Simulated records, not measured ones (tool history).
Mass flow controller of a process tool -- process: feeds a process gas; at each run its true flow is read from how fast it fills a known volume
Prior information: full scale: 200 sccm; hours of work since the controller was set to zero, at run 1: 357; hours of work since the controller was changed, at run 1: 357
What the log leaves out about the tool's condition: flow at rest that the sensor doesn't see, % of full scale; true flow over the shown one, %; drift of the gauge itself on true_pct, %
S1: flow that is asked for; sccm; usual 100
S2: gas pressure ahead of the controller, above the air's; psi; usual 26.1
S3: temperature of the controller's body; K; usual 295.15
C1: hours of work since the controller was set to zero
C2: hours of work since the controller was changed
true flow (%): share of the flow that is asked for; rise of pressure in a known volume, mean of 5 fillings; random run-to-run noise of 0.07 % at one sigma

run 1 hour=0 | S1=100 S2=26.1 S3=295.15 | C1=357 C2=357 | true_flow_(%)=98.34
run 2 hour=55.4 | S1=100 S2=26.1 S3=295.15 | C1=376 C2=376 | true_flow_(%)=98.31
run 3 hour=156.1 | S1=100 S2=26.1 S3=295.15 | C1=409 C2=409 | true_flow_(%)=98.25
run 4 hour=252 | S1=100 S2=26.1 S3=295.15 | C1=441 C2=441 | true_flow_(%)=98.31
run 5 hour=335.6 | S1=100 S2=26.1 S3=295.15 | C1=469 C2=469 | true_flow_(%)=98.34
run 6 hour=441.1 | S1=63 S2=26.1 S3=295.15 | C1=504 C2=504 | true_flow_(%)=97.5
run 7 hour=516.2 | S1=63 S2=26.1 S3=295.15 | C1=529 C2=529 | true_flow_(%)=97.4
run 8 hour=583.8 | S1=63 S2=27 S3=295.15 | C1=551 C2=551 | true_flow_(%)=97.61
run 9 hour=652.6 | S1=37 S2=40.3 S3=302.15 | C1=574 C2=574 | true_flow_(%)=96.72
run 10 hour=715.4 | S1=34 S2=35.7 S3=300.15 | C1=595 C2=595 | true_flow_(%)=96.42
run 11 hour=764.4 | S1=66 S2=37.3 S3=304.15 | C1=611 C2=611 | true_flow_(%)=97.25
run 12 hour=866 | S1=66 S2=37.3 S3=304.15 | C1=645 C2=645 | true_flow_(%)=97.1
run 13 hour=953.1 | S1=119 S2=36.7 S3=295.15 | C1=674 C2=674 | true_flow_(%)=98.96

Hidden state or all else? Some run-to-run changes of true flow (%), split into what the settings, what came in and random variation would give without the hidden state, and what is left for the hidden state (with any gauge scatter that isn't in both results):
Run 10 -> 11: S1 34 -> 66, S2 35.7 -> 37.3, S3 300.15 -> 304.15. true flow (%) +0.83: hidden state +0.57, all else +0.26.
Run 12 -> 13: S1 66 -> 119, S2 37.3 -> 36.7, S3 304.15 -> 295.15. true flow (%) +1.86: hidden state +0.27, all else +1.59.
